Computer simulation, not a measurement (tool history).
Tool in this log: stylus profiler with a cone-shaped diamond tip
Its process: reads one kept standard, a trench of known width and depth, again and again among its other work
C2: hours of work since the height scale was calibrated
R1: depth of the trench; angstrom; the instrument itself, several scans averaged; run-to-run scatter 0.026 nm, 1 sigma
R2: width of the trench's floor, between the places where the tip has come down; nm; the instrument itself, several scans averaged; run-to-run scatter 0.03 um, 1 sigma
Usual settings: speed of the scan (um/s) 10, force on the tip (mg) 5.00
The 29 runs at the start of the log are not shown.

Run 30, hour 1824.7: usual settings but speed of the scan (um/s) 3, force on the tip (mg) 5.74; scans with this tip 11357; C2 498. Result: R1 2059.2 angstrom, R2 27430 nm.
Run 31, hour 1889.6: usual settings but speed of the scan (um/s) 26, force on the tip (mg) 4.95; scans with this tip 11595; C2 528. Result: R1 2053.6 angstrom, R2 27370 nm.
Run 32, hour 1966.7: usual settings but speed of the scan (um/s) 26, force on the tip (mg) 4.95; scans with this tip 11879; C2 564. Result: R1 2054.5 angstrom, R2 27300 nm.
Run 33, hour 2039.9: usual settings but force on the tip (mg) 2.29; scans with this tip 12148; C2 598. Result: R1 2034.1 angstrom, R2 27390 nm.
Run 34, hour 2107.6: usual settings but speed of the scan (um/s) 17, force on the tip (mg) 14.01; scans with this tip 12397; C2 629. Result: R1 2105.9 angstrom, R2 27360 nm.
Run 35, hour 2185.7: usual settings but speed of the scan (um/s) 2, force on the tip (mg) 7.99; scans with this tip 12685; C2 665. Result: R1 2074.1 angstrom, R2 27390 nm.
Run 36, hour 2246.1: usual settings but speed of the scan (um/s) 16, force on the tip (mg) 2.32; scans with this tip 12907; C2 694. Result: R1 2034.7 angstrom, R2 27260 nm.
Run 37, hour 2315.7: usual settings but speed of the scan (um/s) 22, force on the tip (mg) 3.49; scans with this tip 13163; C2 726. Result: R1 2044.7 angstrom, R2 27260 nm.
Run 38, hour 2347.9: usual settings but force on the tip (mg) 3.56; scans with this tip 13282; C2 741. Result: R1 2045.2 angstrom, R2 27290 nm.
Run 39, hour 2398.3: usual settings but force on the tip (mg) 3.56; scans with this tip 13467; C2 764. Result: R1 2044.9 angstrom, R2 27320 nm.
Run 40, hour 2445.0: usual settings but force on the tip (mg) 4.59; scans with this tip 13639; C2 786. Result: R1 2053.0 angstrom, R2 27320 nm.
Run 41, hour 2490.1: usual settings but force on the tip (mg) 4.59; scans with this tip 13805; C2 807. Result: R1 2052.9 angstrom, R2 27290 nm.
Run 42, hour 2535.3: usual settings but speed of the scan (um/s) 35, force on the tip (mg) 7.18; scans with this tip 13971; C2 828. Result: R1 2070.0 angstrom, R2 27230 nm.
Run 43, hour 2612.8: usual settings but speed of the scan (um/s) 5, force on the tip (mg) 7.10; scans with this tip 14256; C2 864. Result: R1 2070.2 angstrom, R2 27310 nm.
Run 44, hour 2675.5: usual settings but force on the tip (mg) 11.72; scans with this tip 14487; C2 893. Result: R1 2095.4 angstrom, R2 27280 nm.
Run 45, hour 2752.6: usual settings but speed of the scan (um/s) 2, force on the tip (mg) 5.99; scans with this tip 14771; C2 929. Result: R1 2063.5 angstrom, R2 27360 nm.
At hour 2772.5: height scale calibrated on a step standard.
Run 46, hour 2791.5: usual settings but speed of the scan (um/s) 2, force on the tip (mg) 5.99; scans with this tip 14912; C2 9. Result: R1 2057.3 angstrom, R2 27280 nm.

Branching from run 46: 4 alternative next runs. What would each branch give?
Run A, hour 2865.0: usual settings but speed of the scan (um/s) 20, force on the tip (mg) 2.16; scans with this tip 15183; C2 43. Result: R1 ?, R2 ?.
Run B, hour 2865.0: usual settings but speed of the scan (um/s) 3; scans with this tip 15183; C2 43. Result: R1 ?, R2 ?.
Run C, hour 2865.0: usual settings but speed of the scan (um/s) 4, force on the tip (mg) 3.27; scans with this tip 15183; C2 43. Result: R1 ?, R2 ?.
Run D, hour 2865.0: usual settings but speed of the scan (um/s) 19, force on the tip (mg) 7.64; scans with this tip 15183; C2 43. Result: R1 ?, R2 ?.

run      R1     R2
  A  2029.1  27160
  B  2050.7  27280
  C  2038.4  27260
  D  2067.4  27240
What these runs would have given with no unlogged condition in the tool:
run      R1     R2
  A  2029.4  27920
  B  2051.0  28040
  C  2038.7  28020
  D  2067.7  28000
